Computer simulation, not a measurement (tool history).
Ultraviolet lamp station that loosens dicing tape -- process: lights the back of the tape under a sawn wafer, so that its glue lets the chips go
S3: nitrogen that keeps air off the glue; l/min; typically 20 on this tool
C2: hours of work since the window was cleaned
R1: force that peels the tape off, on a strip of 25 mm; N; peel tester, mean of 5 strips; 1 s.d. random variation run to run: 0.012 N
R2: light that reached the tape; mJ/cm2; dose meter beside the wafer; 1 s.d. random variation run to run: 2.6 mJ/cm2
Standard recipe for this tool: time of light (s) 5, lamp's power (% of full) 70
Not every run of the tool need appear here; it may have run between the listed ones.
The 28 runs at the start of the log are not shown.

run 29 hour=736.9 | time_of_light_(s)=2 lamp's_power_(%_of_full)=98 S3=29 | hours_of_work_of_the_lamp=830 C2=135 | R1=1.595 R2=155
run 30 hour=765.6 | time_of_light_(s)=2 lamp's_power_(%_of_full)=98 S3=29 | hours_of_work_of_the_lamp=843 C2=148 | R1=1.625 R2=155
run 31 hour=801.6 | time_of_light_(s)=2 lamp's_power_(%_of_full)=98 S3=29 | hours_of_work_of_the_lamp=858 C2=163 | R1=1.637 R2=155
run 32 hour=826.9 | time_of_light_(s)=2 lamp's_power_(%_of_full)=98 S3=29 | hours_of_work_of_the_lamp=869 C2=174 | R1=1.644 R2=155
run 33 hour=859.0 | time_of_light_(s)=2 lamp's_power_(%_of_full)=71 S3=7 | hours_of_work_of_the_lamp=883 C2=188 | R1=3.789 R2=112
run 34 hour=886.9 | time_of_light_(s)=4 lamp's_power_(%_of_full)=61 S3=15 | hours_of_work_of_the_lamp=895 C2=200 | R1=1.807 R2=186
run 35 hour=911.8 | time_of_light_(s)=6 lamp's_power_(%_of_full)=96 S3=24 | hours_of_work_of_the_lamp=906 C2=211 | R1=0.331 R2=446
run 36 hour=936.3 | time_of_light_(s)=8 lamp's_power_(%_of_full)=96 S3=24 | hours_of_work_of_the_lamp=917 C2=222 | R1=0.244 R2=582
run 37 hour=966.1 | time_of_light_(s)=8 lamp's_power_(%_of_full)=78 S3=24 | hours_of_work_of_the_lamp=930 C2=235 | R1=0.305 R2=473
run 38 hour=989.5 | time_of_light_(s)=8 lamp's_power_(%_of_full)=78 S3=24 | hours_of_work_of_the_lamp=940 C2=245 | R1=0.291 R2=471
run 39 hour=1012.9 | time_of_light_(s)=5 lamp's_power_(%_of_full)=67 S3=20 | hours_of_work_of_the_lamp=950 C2=255 | R1=0.938 R2=251
run 40 hour=1042.5 | time_of_light_(s)=4 lamp's_power_(%_of_full)=81 S3=25 | hours_of_work_of_the_lamp=963 C2=268 | R1=0.854 R2=243

3 ways to go on from here, each from the tool as it stands after run 40. What would each give?
run A hour=1062.4 | time_of_light_(s)=4 lamp's_power_(%_of_full)=73 S3=13 | hours_of_work_of_the_lamp=972 C2=277 | R1=? R2=?
run B hour=1062.4 | time_of_light_(s)=5 lamp's_power_(%_of_full)=70 S3=29 | hours_of_work_of_the_lamp=972 C2=277 | R1=? R2=?
run C hour=1062.4 | time_of_light_(s)=2 lamp's_power_(%_of_full)=81 S3=25 | hours_of_work_of_the_lamp=972 C2=277 | R1=? R2=?

run=A R1=1.699 R2=219
run=B R1=0.731 R2=262
run=C R1=2.405 R2=123
The same runs, with their run-to-run variation unchanged, on a tool lacking any hidden condition would have given:
run=A R1=1.148 R2=284
run=B R1=0.454 R2=341
run=C R1=1.774 R2=159
